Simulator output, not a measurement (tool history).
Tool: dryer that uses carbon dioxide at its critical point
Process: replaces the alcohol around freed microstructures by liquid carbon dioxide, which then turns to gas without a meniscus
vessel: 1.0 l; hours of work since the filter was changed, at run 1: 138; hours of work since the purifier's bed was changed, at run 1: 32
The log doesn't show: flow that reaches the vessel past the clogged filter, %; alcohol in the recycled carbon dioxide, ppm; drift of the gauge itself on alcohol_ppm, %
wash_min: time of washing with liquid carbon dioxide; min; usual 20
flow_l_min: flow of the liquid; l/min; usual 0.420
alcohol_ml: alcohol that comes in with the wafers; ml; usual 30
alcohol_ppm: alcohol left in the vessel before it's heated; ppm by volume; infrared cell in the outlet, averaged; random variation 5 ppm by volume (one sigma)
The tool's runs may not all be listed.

run,hour,wash_min,flow_l_min,alcohol_ml,hours of work since the filter was changed,hours of work since the purifier's bed was changed,alcohol_ppm
1,0.0,20,0.420,30,138,32,35
2,5.2,20,0.420,30,141,35,33
3,9.7,20,0.631,30,144,38,11
4,14.1,20,0.631,30,147,40,12
5,22.1,20,0.631,30,152,45,11
6,28.7,20,0.631,30,156,49,2
7,36.2,20,0.631,30,161,54,13
8,43.7,20,0.420,87,165,59,90
9,50.8,20,0.420,87,170,63,96
# hour 57.0: inlet filter changed
10,57.0,20,0.420,87,0,66,39
11,66.4,20,0.420,87,6,72,33
12,73.3,20,0.420,87,10,77,32
13,78.7,20,0.420,87,13,80,35
14,87.1,20,0.420,64,19,85,38
15,96.5,20,0.420,64,25,91,33
16,103.4,20,0.420,64,29,95,40
17,111.3,20,0.420,64,34,100,37
18,121.0,20,0.420,64,40,106,41
19,127.6,20,0.420,64,44,110,35
20,136.2,20,0.420,64,49,116,44
21,142.1,17,0.373,30,53,119,92
22,151.2,17,0.373,30,59,125,80
23,159.9,14,0.331,47,64,130,619
24,167.8,20,0.448,38,69,135,24
25,174.6,20,0.448,38,73,140,32
26,179.1,17,0.252,21,76,142,392
27,185.6,24,0.252,21,80,146,93
28,195.7,24,0.252,21,86,153,89
29,205.0,24,0.252,21,92,158,94
30,212.9,26,0.311,104,97,163,76
31,221.5,20,0.420,28,102,169,42
32,226.9,20,0.295,52,106,172,271
33,231.7,20,0.279,30,109,175,214
34,236.4,20,0.279,30,112,178,209
35,246.8,27,0.674,95,118,184,25
36,255.6,27,0.674,95,123,190,27

Hidden state at the last listed run before each entry between runs and at the first one after, where it differs:
Between runs 9 and 10: inlet filter changed (hour 57.0)
  flow that reaches the vessel past the clogged filter, %: 84.1 -> 99.7; alcohol in the recycled carbon dioxide, ppm: 11.7 -> 12.1
  measured less the result without the state, alcohol_ppm: +67 -> +8 ppm by volume
